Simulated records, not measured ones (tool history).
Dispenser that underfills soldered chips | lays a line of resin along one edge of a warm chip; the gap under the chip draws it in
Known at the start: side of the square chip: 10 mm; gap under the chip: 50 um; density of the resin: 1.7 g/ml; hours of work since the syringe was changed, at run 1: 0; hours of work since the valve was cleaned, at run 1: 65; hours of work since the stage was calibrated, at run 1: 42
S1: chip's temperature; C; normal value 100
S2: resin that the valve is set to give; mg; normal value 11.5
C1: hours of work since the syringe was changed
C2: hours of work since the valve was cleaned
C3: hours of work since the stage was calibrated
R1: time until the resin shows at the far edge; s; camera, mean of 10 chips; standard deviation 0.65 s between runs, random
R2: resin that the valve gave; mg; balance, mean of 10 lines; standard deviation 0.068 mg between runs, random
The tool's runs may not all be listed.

{"run": 1, "day": 0.0, "S1": 100, "S2": 11.5, "C1": 0, "C2": 65, "C3": 42, "R1": 59.6, "R2": 11.12}
{"run": 2, "day": 0.308, "S1": 100, "S2": 13.5, "C1": 5, "C2": 70, "C3": 47, "R1": 78.5, "R2": 12.88}
{"day": 0.492, "done": "new syringe of resin"}
{"run": 3, "day": 0.492, "S1": 100, "S2": 13.5, "C1": 0, "C2": 72, "C3": 49, "R1": 55.5, "R2": 12.83}
{"run": 4, "day": 0.817, "S1": 100, "S2": 13.5, "C1": 5, "C2": 78, "C3": 55, "R1": 78.1, "R2": 12.82}
{"day": 1.017, "done": "new syringe of resin"}
{"run": 5, "day": 1.154, "S1": 100, "S2": 13.5, "C1": 2, "C2": 83, "C3": 60, "R1": 64.6, "R2": 12.68}
{"run": 6, "day": 1.383, "S1": 100, "S2": 11.5, "C1": 6, "C2": 87, "C3": 64, "R1": 84.9, "R2": 10.89}
{"day": 1.517, "done": "new syringe of resin"}
{"run": 7, "day": 1.612, "S1": 100, "S2": 11.5, "C1": 2, "C2": 90, "C3": 67, "R1": 64.8, "R2": 10.82}
{"run": 8, "day": 1.862, "S1": 100, "S2": 11.5, "C1": 6, "C2": 94, "C3": 71, "R1": 85.6, "R2": 10.75}
{"day": 2.025, "done": "new syringe of resin"}
{"run": 9, "day": 2.046, "S1": 100, "S2": 11.5, "C1": 0, "C2": 97, "C3": 74, "R1": 59.4, "R2": 10.73}
{"run": 10, "day": 2.267, "S1": 100, "S2": 11.5, "C1": 4, "C2": 100, "C3": 77, "R1": 77, "R2": 10.82}
{"day": 2.525, "done": "new syringe of resin"}
{"run": 11, "day": 2.617, "S1": 100, "S2": 11.5, "C1": 1, "C2": 106, "C3": 83, "R1": 65.7, "R2": 10.82}
{"run": 12, "day": 2.933, "S1": 100, "S2": 11.5, "C1": 7, "C2": 111, "C3": 88, "R1": 91.5, "R2": 10.75}
{"day": 3.042, "done": "new syringe of resin"}
{"run": 13, "day": 3.283, "S1": 100, "S2": 11.5, "C1": 4, "C2": 116, "C3": 93, "R1": 76.3, "R2": 10.57}
{"run": 14, "day": 3.529, "S1": 100, "S2": 11.5, "C1": 8, "C2": 120, "C3": 97, "R1": 99, "R2": 10.62}
{"day": 3.558, "done": "new syringe of resin"}
{"run": 15, "day": 3.796, "S1": 100, "S2": 11.5, "C1": 4, "C2": 124, "C3": 101, "R1": 77.9, "R2": 10.62}
{"day": 3.9, "done": "dispensing valve cleaned and set on the balance"}
{"run": 16, "day": 4.067, "S1": 100, "S2": 11.5, "C1": 8, "C2": 3, "C3": 105, "R1": 94.4, "R2": 11.52}
{"day": 4.108, "done": "new syringe of resin"}
{"run": 17, "day": 4.375, "S1": 100, "S2": 11.5, "C1": 4, "C2": 7, "C3": 110, "R1": 78.7, "R2": 11.42}
{"day": 4.608, "done": "new syringe of resin"}
{"run": 18, "day": 4.75, "S1": 100, "S2": 11.5, "C1": 2, "C2": 13, "C3": 116, "R1": 67.8, "R2": 11.46}
{"day": 5.108, "done": "new syringe of resin"}
{"run": 19, "day": 5.125, "S1": 111, "S2": 12.9, "C1": 0, "C2": 19, "C3": 121, "R1": 45.5, "R2": 12.82}
{"run": 20, "day": 5.308, "S1": 111, "S2": 12.9, "C1": 3, "C2": 22, "C3": 124, "R1": 55.4, "R2": 12.66}
{"day": 5.629, "done": "new syringe of resin"}
{"run": 21, "day": 5.683, "S1": 109, "S2": 12.3, "C1": 1, "C2": 28, "C3": 130, "R1": 50.6, "R2": 12.18}
{"run": 22, "day": 5.854, "S1": 109, "S2": 12.3, "C1": 4, "C2": 31, "C3": 133, "R1": 59.7, "R2": 12.12}
{"run": 23, "day": 6.033, "S1": 110, "S2": 10.5, "C1": 6, "C2": 33, "C3": 136, "R1": 72.8, "R2": 10.34}
{"day": 6.15, "done": "new syringe of resin"}
{"run": 24, "day": 6.229, "S1": 97, "S2": 14.7, "C1": 1, "C2": 36, "C3": 139, "R1": 67.8, "R2": 14.27}
{"run": 25, "day": 6.467, "S1": 97, "S2": 14.7, "C1": 5, "C2": 40, "C3": 143, "R1": 86.8, "R2": 14.4}
{"day": 6.671, "done": "new syringe of resin"}
{"run": 26, "day": 6.704, "S1": 109, "S2": 10.4, "C1": 1, "C2": 44, "C3": 146, "R1": 51.5, "R2": 10.16}
{"run": 27, "day": 7.058, "S1": 98, "S2": 13.9, "C1": 6, "C2": 50, "C3": 152, "R1": 90.2, "R2": 13.38}
{"day": 7.196, "done": "new syringe of resin"}
{"run": 28, "day": 7.4, "S1": 97, "S2": 10.6, "C1": 3, "C2": 55, "C3": 157, "R1": 82.2, "R2": 10.24}
{"day": 7.708, "done": "new syringe of resin"}
{"run": 29, "day": 7.746, "S1": 87, "S2": 10.5, "C1": 1, "C2": 60, "C3": 162, "R1": 90.4, "R2": 10.2}
{"run": 30, "day": 7.971, "S1": 86, "S2": 11.4, "C1": 4, "C2": 64, "C3": 166, "R1": 114.4, "R2": 10.84}
{"run": 31, "day": 8.192, "S1": 86, "S2": 11.4, "C1": 8, "C2": 67, "C3": 170, "R1": 144.9, "R2": 10.98}
{"day": 8.233, "done": "new syringe of resin"}
{"run": 32, "day": 8.375, "S1": 93, "S2": 13.9, "C1": 2, "C2": 70, "C3": 172, "R1": 81.5, "R2": 13.16}
{"run": 33, "day": 8.533, "S1": 96, "S2": 13, "C1": 5, "C2": 73, "C3": 175, "R1": 88.6, "R2": 12.5}
{"day": 8.754, "done": "new syringe of resin"}
{"run": 34, "day": 8.858, "S1": 112, "S2": 13, "C1": 2, "C2": 78, "C3": 180, "R1": 48.4, "R2": 12.58}
{"run": 35, "day": 9.192, "S1": 112, "S2": 13, "C1": 7, "C2": 83, "C3": 185, "R1": 69.3, "R2": 12.21}
{"day": 9.258, "done": "new syringe of resin"}
{"run": 36, "day": 9.462, "S1": 107, "S2": 13.7, "C1": 3, "C2": 87, "C3": 189, "R1": 59.8, "R2": 13.08}

4 options for the next run, each taken on its own from the tool as it stands now. Forecast them:
{"run": "A", "day": 9.721, "S1": 101, "S2": 10.3, "C1": 7, "C2": 91, "C3": 194, "R1": "?", "R2": "?"}
{"run": "B", "day": 9.721, "S1": 95, "S2": 10.9, "C1": 7, "C2": 91, "C3": 194, "R1": "?", "R2": "?"}
{"run": "C", "day": 9.721, "S1": 111, "S2": 10.3, "C1": 7, "C2": 91, "C3": 194, "R1": "?", "R2": "?"}
{"run": "D", "day": 9.721, "S1": 105, "S2": 10.3, "C1": 7, "C2": 91, "C3": 194, "R1": "?", "R2": "?"}

run=A R1=100 R2=9.7
run=B R1=115 R2=10.23
run=C R1=77.9 R2=9.67
run=D R1=90.8 R2=9.91
The same runs, with their run-to-run variation unchanged, on a tool lacking any hidden condition would have given:
run=A R1=58.8 R2=10.26
run=B R1=68.1 R2=10.82
run=C R1=46.1 R2=10.23
run=D R1=53.7 R2=10.47

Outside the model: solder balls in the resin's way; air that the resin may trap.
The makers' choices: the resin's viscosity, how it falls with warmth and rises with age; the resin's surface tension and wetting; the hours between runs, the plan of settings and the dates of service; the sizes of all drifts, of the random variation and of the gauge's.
